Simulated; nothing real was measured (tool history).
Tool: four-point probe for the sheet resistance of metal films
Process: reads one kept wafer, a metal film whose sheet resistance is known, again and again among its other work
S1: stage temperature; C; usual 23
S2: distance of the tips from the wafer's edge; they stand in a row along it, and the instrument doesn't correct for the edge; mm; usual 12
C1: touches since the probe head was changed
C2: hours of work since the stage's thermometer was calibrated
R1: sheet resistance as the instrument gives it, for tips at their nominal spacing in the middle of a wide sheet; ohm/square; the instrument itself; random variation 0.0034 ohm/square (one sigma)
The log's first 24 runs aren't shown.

run 25 hour=2167.4 | S1=23 S2=12 | C1=184586 C2=1114 | R1=17.024298
run 26 hour=2287.6 | S1=25 S2=70 | C1=188787 C2=1176 | R1=17.008316
run 27 hour=2352.1 | S1=25 S2=70 | C1=191040 C2=1209 | R1=17.004561
run 28 hour=2454.0 | S1=25 S2=16 | C1=194599 C2=1262 | R1=17.018564
run 29 hour=2581.7 | S1=23 S2=10 | C1=199060 C2=1327 | R1=17.024243
run 30 hour=2673.8 | S1=23 S2=10 | C1=202276 C2=1375 | R1=17.011782
run 31 hour=2766.5 | S1=32 S2=12 | C1=205511 C2=1422 | R1=17.054252
run 32 hour=2853.4 | S1=32 S2=12 | C1=208547 C2=1467 | R1=17.046160
run 33 hour=2973.6 | S1=26 S2=18 | C1=212747 C2=1529 | R1=16.992583
-- hour=3008.3 new probe head fitted
-- hour=3047.8 stage's thermometer calibrated
run 34 hour=3077.1 | S1=26 S2=18 | C1=2386 C2=15 | R1=17.162261
run 35 hour=3147.2 | S1=18 S2=18 | C1=4834 C2=51 | R1=17.102744
run 36 hour=3239.0 | S1=22 S2=59 | C1=8039 C2=98 | R1=17.119700
run 37 hour=3305.3 | S1=22 S2=59 | C1=10356 C2=132 | R1=17.114654
run 38 hour=3391.8 | S1=33 S2=9 | C1=13376 C2=177 | R1=17.220734
run 39 hour=3467.2 | S1=33 S2=9 | C1=16011 C2=216 | R1=17.212127
run 40 hour=3569.2 | S1=33 S2=9 | C1=19572 C2=268 | R1=17.214112
run 41 hour=3666.8 | S1=33 S2=9 | C1=22983 C2=318 | R1=17.207309

Forecast each of these 4 alternatives for the next run:
run A hour=3731.8 | S1=25 S2=6 | C1=25253 C2=352 | R1=?
run B hour=3731.8 | S1=22 S2=9 | C1=25253 C2=352 | R1=?
run C hour=3731.8 | S1=29 S2=3 | C1=25253 C2=352 | R1=?
run D hour=3731.8 | S1=33 S2=4 | C1=25253 C2=352 | R1=?

run=A R1=17.218455
run=B R1=17.142497
run=C R1=17.544010
run=D R1=17.385115
Without the tool's hidden state the same runs would have given:
run=A R1=17.257799
run=B R1=17.181781
run=C R1=17.583916
run=D R1=17.424548
